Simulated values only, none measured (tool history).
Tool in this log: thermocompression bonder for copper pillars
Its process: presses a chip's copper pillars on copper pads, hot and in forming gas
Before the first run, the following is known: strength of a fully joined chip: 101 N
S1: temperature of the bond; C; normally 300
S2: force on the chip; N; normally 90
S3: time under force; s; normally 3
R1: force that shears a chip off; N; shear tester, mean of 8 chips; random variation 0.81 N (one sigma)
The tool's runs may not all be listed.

{"run": 1, "hour": 0.0, "S1": 300, "S2": 90, "S3": 3, "R1": 57.1}
{"run": 2, "hour": 65.2, "S1": 300, "S2": 90, "S3": 5, "R1": 65.3}
{"hour": 110.0, "done": "forming gas filter changed"}
{"run": 3, "hour": 127.5, "S1": 300, "S2": 90, "S3": 5, "R1": 71.5}
{"run": 4, "hour": 176.3, "S1": 300, "S2": 90, "S3": 3, "R1": 59.7}
{"run": 5, "hour": 240.6, "S1": 284, "S2": 90, "S3": 3, "R1": 49.6}
{"run": 6, "hour": 273.6, "S1": 284, "S2": 90, "S3": 2, "R1": 43.8}
{"run": 7, "hour": 324.4, "S1": 284, "S2": 90, "S3": 2, "R1": 41.6}
{"run": 8, "hour": 363.7, "S1": 284, "S2": 90, "S3": 2, "R1": 42.3}
{"run": 9, "hour": 410.4, "S1": 282, "S2": 121, "S3": 2, "R1": 54}
{"run": 10, "hour": 475.6, "S1": 282, "S2": 121, "S3": 2, "R1": 54}
{"run": 11, "hour": 513.2, "S1": 282, "S2": 121, "S3": 5, "R1": 67.7}
{"run": 12, "hour": 547.2, "S1": 282, "S2": 121, "S3": 2, "R1": 51.3}
{"hour": 581.0, "done": "forming gas filter changed"}
{"run": 13, "hour": 590.6, "S1": 282, "S2": 105, "S3": 3, "R1": 56.4}
{"run": 14, "hour": 635.4, "S1": 282, "S2": 105, "S3": 4, "R1": 60.9}
{"run": 15, "hour": 668.4, "S1": 282, "S2": 105, "S3": 4, "R1": 60.6}
{"hour": 715.7, "done": "heater calibrated with a thermocouple chip"}
{"run": 16, "hour": 730.4, "S1": 288, "S2": 90, "S3": 7, "R1": 67.9}

Consider 3 possible next runs. They are alternatives, not a sequence: every one starts from the tool as it was left by run 16. What does each give?
{"run": "A", "hour": 761.7, "S1": 288, "S2": 117, "S3": 2, "R1": "?"}
{"run": "B", "hour": 761.7, "S1": 288, "S2": 56, "S3": 7, "R1": "?"}
{"run": "C", "hour": 761.7, "S1": 288, "S2": 120, "S3": 3, "R1": "?"}

run=A R1=58.5
run=B R1=44.7
run=C R1=67.2
Had the tool no hidden state, the same runs would have come out as:
run=A R1=63
run=B R1=48.5
run=C R1=72
